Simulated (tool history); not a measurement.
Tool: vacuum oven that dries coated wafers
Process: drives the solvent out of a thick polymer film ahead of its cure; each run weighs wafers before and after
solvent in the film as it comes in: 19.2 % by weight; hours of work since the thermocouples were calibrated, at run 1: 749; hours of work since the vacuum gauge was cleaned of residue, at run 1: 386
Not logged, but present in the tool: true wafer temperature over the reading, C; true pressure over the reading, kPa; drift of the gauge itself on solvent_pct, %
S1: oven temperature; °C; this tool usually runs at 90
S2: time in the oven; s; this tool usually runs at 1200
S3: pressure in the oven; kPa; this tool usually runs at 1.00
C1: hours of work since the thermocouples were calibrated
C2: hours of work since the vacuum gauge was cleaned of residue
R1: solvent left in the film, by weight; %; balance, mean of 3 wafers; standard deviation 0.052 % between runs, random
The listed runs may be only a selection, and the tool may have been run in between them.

run,hour,S1,S2,S3,C1,C2,R1
1,0.0,90,1200,1.00,749,386,1.26
2,33.9,90,1200,1.00,770,406,1.29
3,78.3,90,1200,1.00,797,434,1.20
4,125.3,97,1200,1.00,826,462,0.39
5,152.4,90,1200,1.00,842,479,1.30
6,190.0,90,1200,1.00,865,502,1.26
7,247.5,90,1200,1.00,900,537,1.21
8,275.9,90,1200,1.00,918,554,1.25
9,317.9,90,1200,1.00,943,580,1.19
10,350.3,87,1200,1.00,963,600,1.85
11,400.2,87,1200,1.00,994,630,1.84
12,436.4,87,1200,1.00,1016,652,1.79
# hour 458.1: oven's thermocouples calibrated
13,473.5,90,1200,3.55,9,674,2.31
14,514.1,78,1380,0.84,34,698,4.96
15,545.6,75,2100,3.43,53,718,5.22
16,569.8,91,900,1.82,68,732,2.59
17,599.1,75,1560,1.82,86,750,5.96
18,638.1,75,1560,1.82,110,774,5.96
19,666.9,92,1560,1.82,127,792,0.89
20,694.3,81,660,1.21,144,808,7.71
21,741.1,85,660,1.22,173,837,6.11

Run 22 comes next. What will it give?
22,787.9,87,1440,1.99,201,865,?

Run 22 produced R1 1.99 %.
With no hidden state in the tool, this same run would have given R1 2.08 %.
